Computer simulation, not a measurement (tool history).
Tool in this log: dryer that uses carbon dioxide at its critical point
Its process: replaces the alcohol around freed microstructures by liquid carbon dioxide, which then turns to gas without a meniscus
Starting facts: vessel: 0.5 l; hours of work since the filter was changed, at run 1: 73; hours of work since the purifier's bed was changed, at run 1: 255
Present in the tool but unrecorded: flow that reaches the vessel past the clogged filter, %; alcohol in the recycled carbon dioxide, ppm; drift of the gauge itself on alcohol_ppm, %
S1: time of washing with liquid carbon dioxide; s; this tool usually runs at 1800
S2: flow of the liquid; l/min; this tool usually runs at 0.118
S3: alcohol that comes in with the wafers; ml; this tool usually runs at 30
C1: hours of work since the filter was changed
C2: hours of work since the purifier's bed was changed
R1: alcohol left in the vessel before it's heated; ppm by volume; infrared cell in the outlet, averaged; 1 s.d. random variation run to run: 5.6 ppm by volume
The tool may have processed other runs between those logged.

run   hour    S1     S2  S3   C1   C2    R1
  1    0.0  1800  0.118  30   73  255   231
  2   20.0  1800  0.118  30   85  267   238
  3   30.8  1800  0.118  30   92  274   233
  4   42.3  1800  0.118  30   99  281   244
  5   55.4  1800  0.118  30  107  289   246
  6   66.0  1800  0.118  30  113  295   239
  7   83.9  1800  0.118  30  124  306   265
  8  105.8  1800  0.118  30  138  320   274
  9  127.1  1800  0.077  30  151  333  1890
 10  145.0  1800  0.077  30  162  344  2048
 11  168.6  1800  0.118  30  176  358   311
 12  183.0  1800  0.118  30  185  367   303
 13  199.5  1800  0.118  26  195  377   291
 14  212.9  1800  0.118  26  203  385   293
 15  230.9  1800  0.118  26  214  396   299
 16  241.4  1800  0.118  26  221  403   304
     256.1  -- inlet filter changed
 17  266.0  2880  0.118  26    6  417    32
 18  286.0  1800  0.118  30   18  430   212
 19  308.1  1680  0.102  57   32  443  1191
 20  322.8  1440  0.088  34   41  452  2353
 21  343.9  1920  0.078  34   54  465  1447
 22  355.4  1920  0.078  35   61  472  1455
 23  378.4  1920  0.078  35   75  486  1507
 24  398.3  2160  0.118  30   87  498   111
 25  416.4  1800  0.127  79   98  510   391
 26  436.2  1080  0.108  45  110  522  4405
 27  455.0  1080  0.108  45  122  533  4463
 28  466.9  1080  0.108  45  129  541  4568

What will run 29 give?
 29  478.4  2640  0.118  54  136  548   ?

{"run 29": {"R1": 81}}
If the tool had no hidden condition, the same run with the same run-to-run variation would have returned R1 30 ppm by volume.
